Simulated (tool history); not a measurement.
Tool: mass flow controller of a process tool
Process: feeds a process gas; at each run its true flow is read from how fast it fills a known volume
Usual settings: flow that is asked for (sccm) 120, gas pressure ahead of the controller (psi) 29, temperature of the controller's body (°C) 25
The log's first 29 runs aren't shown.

run     hour  flow that is asked for (sccm)  gas pressure ahead of the controller (psi)  temperature of the controller's body (°C)  true flow (%)
 30   9026.2                            120                                        33.6                                         21          96.78
 31   9373.1                             79                                        21.8                                         31          95.46
 32   9631.4                            120                                          29                                         21          96.62
 33   9835.9                             88                                        33.6                                         29          95.84
 34  10054.6                            120                                        28.7                                         25          96.31
 35  10339.3                             46                                          29                                         23          94.95
 36  10717.6                             46                                          29                                         23          94.84
 37  11055.3                             48                                        29.3                                         34          94.46
 38  11293.7                            120                                          29                                         20          96.23
 39  11718.2                             68                                        35.5                                         20          95.51
 40  12091.1                            120                                          29                                         25          95.94
 41  12277.8                             26                                          29                                         29          93.02

The next listed run, before its measurement:
 42  12526.6                            120                                        33.6                                         25              ?

true flow (%): 95.85
Without the tool's hidden state the same run would have given true flow (%) 99.06.

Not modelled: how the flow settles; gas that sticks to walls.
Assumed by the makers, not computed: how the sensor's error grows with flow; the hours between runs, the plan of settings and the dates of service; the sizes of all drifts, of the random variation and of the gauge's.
